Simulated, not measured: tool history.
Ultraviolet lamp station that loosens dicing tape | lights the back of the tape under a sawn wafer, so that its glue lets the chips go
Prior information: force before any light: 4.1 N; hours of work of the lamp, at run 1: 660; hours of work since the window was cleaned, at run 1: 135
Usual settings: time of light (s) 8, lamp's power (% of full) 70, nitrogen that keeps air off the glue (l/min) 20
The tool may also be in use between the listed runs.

run     day  time of light (s)  lamp's power (% of full)  nitrogen that keeps air off the glue (l/min)  hours of work of the lamp  hours of work since the window was cleaned  force that peels the tape off (N)  light that reached the tape (J/m2)
  1   0.000                  8                        70                                            20                        660                                         135                              1.043                                3800
  2   0.933                  8                        70                                            20                        675                                         150                              1.028                                3800
  3   2.125                  8                        70                                            20                        695                                         170                              1.041                                3780
  4   3.125                  8                        70                                            20                        711                                         186                              1.090                                3740
  5   4.258                  8                        70                                            20                        729                                         204                              1.107                                3690
  6   5.188                  8                        70                                            20                        744                                         219                              1.115                                3650
  7   5.854                  8                        70                                            20                        755                                         230                              1.092                                3620
  8   6.588                  8                        70                                            20                        767                                         242                              1.153                                3590
  9   7.783                  8                        70                                            20                        786                                         261                              1.099                                3540
 10   8.583                  8                       100                                            20                        799                                         274                              0.723                                5020
 11   9.704                  4                        65                                            20                        817                                         293                              2.188                                1610
 12  10.475                  4                        65                                            20                        830                                         305                              2.286                                1630
 13  10.992                  5                        73                                            37                        838                                         313                              1.507                                2230
 14  11.700                  5                        73                                            37                        850                                         325                              1.617                                2200
     12.625  -- window cleaned of glue's vapour
 15  12.862                  5                        73                                            37                        868                                           4                              1.460                                2360
 16  13.967                  5                        62                                            37                        886                                          22                              1.710                                2030
 17  14.600                 13                        88                                            22                        896                                          32                              0.398                                7410
 18  15.446                  9                        70                                            24                        910                                          46                              0.902                                4000
 19  16.692                  9                        70                                            12                        930                                          66                              1.268                                3900

The logged runs with the hidden state left out (each run's random variation unchanged):
The tool's hidden condition here consists of: lamp's light, % of a new lamp's; light that the window lets through, % of a clean one's; drift of the gauge itself on peel_n, %; drift of the gauge itself on dose_mj_cm2, %.
run  force that peels the tape off (N)  light that reached the tape (J/m2)
  1                              0.728                                4990
  2                              0.710                                5050
  3                              0.704                                5080
  4                              0.729                                5070
  5                              0.731                                5060
  6                              0.729                                5070
  7                              0.704                                5070
  8                              0.738                                5070
  9                              0.692                                5060
 10                              0.427                                7240
 11                              1.678                                2360
 12                              1.743                                2390
 13                              0.985                                3310
 14                              1.049                                3300
 15                              1.017                                3270
 16                              1.232                                2830
 17                              0.267                               10470
 18                              0.549                                5700
 19                              0.805                                5660

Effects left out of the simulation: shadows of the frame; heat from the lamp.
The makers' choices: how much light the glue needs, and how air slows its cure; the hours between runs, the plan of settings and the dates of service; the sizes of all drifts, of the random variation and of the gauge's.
